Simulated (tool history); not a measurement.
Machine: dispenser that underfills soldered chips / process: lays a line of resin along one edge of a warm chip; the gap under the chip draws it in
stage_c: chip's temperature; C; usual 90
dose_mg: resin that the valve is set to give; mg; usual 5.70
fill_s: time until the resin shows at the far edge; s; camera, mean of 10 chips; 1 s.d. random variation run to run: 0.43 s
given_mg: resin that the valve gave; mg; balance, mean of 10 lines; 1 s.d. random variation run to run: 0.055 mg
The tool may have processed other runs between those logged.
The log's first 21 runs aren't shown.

run,day,stage_c,dose_mg,hours of work since the syringe was changed,hours of work since the valve was cleaned,hours of work since the stage was calibrated,fill_s,given_mg
22,3.312,85,6.15,7,6,181,59.8,6.14
23,3.467,85,5.70,9,9,183,74.6,5.63
# day 3.579: new syringe of resin
24,3.579,77,7.32,0,11,185,42.4,7.24
25,3.667,77,7.32,1,12,186,48.8,7.24
26,3.804,104,6.30,4,14,189,25.7,6.25
27,3.983,104,6.30,7,17,192,33.9,6.18
28,4.150,89,6.14,10,20,194,67.5,6.01
# day 4.242: new syringe of resin
29,4.242,83,5.70,0,22,196,35.8,5.57
30,4.375,102,5.92,2,24,198,24.2,5.79
31,4.458,87,5.12,4,25,199,43.8,4.94
32,4.579,99,6.63,6,27,201,34.8,6.46
33,4.729,79,6.77,8,30,204,78.5,6.45
# day 4.908: new syringe of resin
34,4.912,94,6.56,0,33,207,25.3,6.43
35,5.004,94,6.56,2,34,208,28.3,6.33
36,5.133,87,6.34,4,36,210,43.2,6.11

What if the next run were any one of these 3? Each begins from the tool's condition after run 36:
A,5.304,96,6.52,7,39,213,?,?
B,5.304,84,5.70,7,39,213,?,?
C,5.304,91,5.77,7,39,213,?,?

run,fill_s,given_mg
A,42.0,6.30
B,61.7,5.47
C,48.9,5.60
Without the tool's hidden state the same runs would have given:
run,fill_s,given_mg
A,25.5,6.54
B,37.3,5.68
C,29.3,5.81

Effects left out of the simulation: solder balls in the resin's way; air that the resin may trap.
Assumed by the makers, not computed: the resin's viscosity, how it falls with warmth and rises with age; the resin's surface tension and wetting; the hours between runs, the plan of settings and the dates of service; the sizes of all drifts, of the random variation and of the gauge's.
